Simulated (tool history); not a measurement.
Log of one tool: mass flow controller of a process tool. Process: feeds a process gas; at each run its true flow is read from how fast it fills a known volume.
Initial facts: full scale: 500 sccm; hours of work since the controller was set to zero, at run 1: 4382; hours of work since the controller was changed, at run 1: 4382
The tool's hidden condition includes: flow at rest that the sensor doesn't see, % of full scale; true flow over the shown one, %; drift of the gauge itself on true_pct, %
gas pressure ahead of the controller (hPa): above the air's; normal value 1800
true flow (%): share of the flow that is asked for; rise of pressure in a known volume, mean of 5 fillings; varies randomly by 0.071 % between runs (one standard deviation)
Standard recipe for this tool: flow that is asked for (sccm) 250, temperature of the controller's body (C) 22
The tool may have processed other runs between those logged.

run,day,flow that is asked for (sccm),gas pressure ahead of the controller (hPa),temperature of the controller's body (C),hours of work since the controller was set to zero,hours of work since the controller was changed,true flow (%)
1,0.000,250,1800,22,4382,4382,97.40
# day 5.704: controller's zero set anew
2,6.492,250,1800,22,11,4469,98.76
3,18.833,250,1800,22,177,4635,98.82
4,30.221,250,1800,22,330,4788,98.66
5,37.950,250,1800,22,434,4892,98.50
6,48.512,250,1800,22,576,5034,98.60
7,58.654,250,1800,22,712,5171,98.41
8,64.933,250,1800,22,797,5255,98.27
9,73.929,250,1800,22,918,5376,98.22
10,82.092,250,1800,22,1028,5486,98.16
11,90.758,250,1800,35,1144,5603,96.91
12,99.462,250,1800,22,1262,5720,97.81
13,107.717,250,1800,21,1373,5831,98.05
14,119.762,250,2480,21,1535,5993,97.60
15,130.192,250,2480,21,1675,6133,97.36
16,143.988,250,2480,21,1861,6319,97.22
17,154.396,250,1800,22,2001,6459,97.56
18,169.321,250,1800,22,2201,6660,97.38
19,180.417,250,1800,22,2351,6809,97.32
20,191.850,250,1800,22,2505,6963,97.34
21,197.908,250,1800,22,2586,7044,97.13
22,212.254,250,1800,22,2779,7237,97.15
23,219.075,250,1800,32,2871,7329,96.00
24,230.829,250,1800,32,3029,7487,95.99
25,244.292,250,1800,32,3210,7668,95.79
26,253.362,162,1800,22,3332,7790,95.98
27,264.450,250,2380,22,3481,7940,96.31
28,275.854,175,1540,33,3635,8093,95.09
29,289.917,353,1800,26,3824,8282,96.35
30,304.892,250,1800,35,4026,8484,94.99
31,314.867,270,1430,21,4160,8618,96.72
32,322.492,57,2700,32,4262,8721,89.22
# day 337.079: controller's zero set anew
33,337.079,250,1900,24,0,8917,97.36
34,350.592,94,2040,23,182,9098,97.06
35,359.512,250,1800,25,302,9218,97.15
36,371.971,250,1800,25,469,9386,97.05
37,385.196,250,1800,25,647,9564,96.89
38,392.317,432,2220,37,743,9660,95.52
39,399.025,432,2220,37,834,9750,95.61
40,407.021,432,2220,37,941,9858,95.51
# day 408.154: controller exchanged for a calibrated one
41,415.838,87,2560,37,103,103,97.94
42,428.708,87,2560,37,277,277,97.71
43,440.792,81,1560,22,439,439,99.69
44,449.758,159,2590,25,560,560,98.86
45,456.696,380,1800,39,653,653,98.55
46,469.304,380,1800,39,823,823,98.37
47,479.854,399,1470,26,965,965,99.70
48,490.471,111,1810,26,1108,1108,98.53
49,503.467,111,1810,26,1282,1282,98.39

Consider 3 possible next runs. They are alternatives, not a sequence: every one starts from the tool as it was left by run 49. What does each give?
A,513.558,265,1750,22,1418,1418,?
B,513.558,111,1810,23,1418,1418,?
C,513.558,317,1810,28,1418,1418,?

run,true flow (%)
A,99.49
B,98.64
C,99.08
Take away the tool's hidden state, keep each run's random variation, and the runs would have read:
run,true flow (%)
A,100.23
B,100.11
C,99.74

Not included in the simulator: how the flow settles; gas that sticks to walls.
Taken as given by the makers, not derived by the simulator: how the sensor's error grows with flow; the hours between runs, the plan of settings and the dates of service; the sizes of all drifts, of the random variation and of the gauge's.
